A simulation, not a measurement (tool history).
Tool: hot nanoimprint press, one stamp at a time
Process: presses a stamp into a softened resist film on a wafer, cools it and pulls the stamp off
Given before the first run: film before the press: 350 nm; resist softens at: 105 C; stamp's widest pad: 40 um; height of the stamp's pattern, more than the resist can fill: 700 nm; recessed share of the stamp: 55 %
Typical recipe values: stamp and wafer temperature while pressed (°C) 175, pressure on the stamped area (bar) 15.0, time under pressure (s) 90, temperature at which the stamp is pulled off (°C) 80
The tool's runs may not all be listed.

run   hour  stamp and wafer temperature while pressed (°C)  pressure on the stamped area (bar)  time under pressure (s)  temperature at which the stamp is pulled off (°C)  resist left under the stamp's widest pad (nm)  greatest force while the stamp is pulled off (N)
  1    0.0                                             175                                15.0                       90                                                 80                                          167.8                                               121
  2   13.8                                             175                                15.0                       90                                                 80                                          166.8                                               123
  3   31.9                                             175                                19.2                       90                                                 80                                          148.8                                               126
  4   52.2                                             175                                19.2                       90                                                 80                                          149.2                                               131
  5   68.2                                             175                                15.0                       90                                                 80                                          167.2                                               130
  6   82.8                                             175                                15.0                       90                                                 80                                          169.9                                               130
  7   97.6                                             175                                15.0                       90                                                 80                                          169.1                                               135
  8  112.6                                             175                                15.0                       90                                                 80                                          168.3                                               132
  9  127.0                                             175                                15.0                       90                                                 80                                          167.3                                               135
 10  142.6                                             175                                15.0                      153                                                 80                                          139.7                                               134
 11  152.3                                             175                                15.0                      153                                                 80                                          139.9                                               134
 12  168.9                                             175                                15.0                      153                                                 80                                          141.1                                               139
 13  178.0                                             181                                15.0                       90                                                 80                                          129.3                                               140
 14  199.0                                             181                                15.0                       90                                                 80                                          130.5                                               141
 15  211.6                                             181                                15.0                       90                                                 80                                          130.3                                               143
 16  227.6                                             181                                17.9                       90                                                 80                                          119.5                                               149
 17  245.5                                             178                                15.0                       49                                                 71                                          183.1                                               175
 18  259.3                                             178                                15.0                       49                                                 71                                          183.4                                               169
     272.0  -- stamp cleaned and given a new release coat
 19  283.8                                             172                                16.1                       90                                                 80                                          186.6                                               114
 20  296.9                                             184                                 9.1                       58                                                 73                                          174.7                                               135
 21  307.7                                             165                                15.0                      159                                                 80                                          220.4                                               120
 22  322.3                                             175                                15.0                       47                                                 80                                          209.3                                               117
 23  336.7                                             175                                11.7                       47                                                 69                                          230.1                                               144
 24  346.9                                             172                                15.0                       90                                                 80                                          192.5                                               122
 25  361.2                                             175                                15.0                      157                                                 68                                          139.7                                               151
 26  374.3                                             175                                18.0                      157                                                 69                                          127.1                                               149
 27  394.1                                             175                                18.0                      157                                                 69                                          126.6                                               155
 28  409.7                                             175                                18.0                      157                                                 82                                          127.9                                               123
 29  431.7                                             175                                18.0                      157                                                 82                                          127.7                                               123

Here are 4 independent what-if runs from the current tool condition. What would each one return?
  A  451.4                                             175                                17.2                      157                                                 76                                              ?                                                 ?
  B  451.4                                             175                                18.0                       47                                                 82                                              ?                                                 ?
  C  451.4                                             168                                18.0                       67                                                 73                                              ?                                                 ?
  D  451.4                                             186                                12.3                      157                                                 85                                              ?                                                 ?

run  resist left under the stamp's widest pad (nm)  greatest force while the stamp is pulled off (N)
  A                                          131.4                                               139
  B                                          193.6                                               129
  C                                          231.9                                               151
  D                                           96.2                                               119
Stripped of hidden state, with their random variation kept, the same runs would have yielded:
run  resist left under the stamp's widest pad (nm)  greatest force while the stamp is pulled off (N)
  A                                          125.6                                               121
  B                                          186.4                                               112
  C                                          223.9                                               132
  D                                           92.7                                               103

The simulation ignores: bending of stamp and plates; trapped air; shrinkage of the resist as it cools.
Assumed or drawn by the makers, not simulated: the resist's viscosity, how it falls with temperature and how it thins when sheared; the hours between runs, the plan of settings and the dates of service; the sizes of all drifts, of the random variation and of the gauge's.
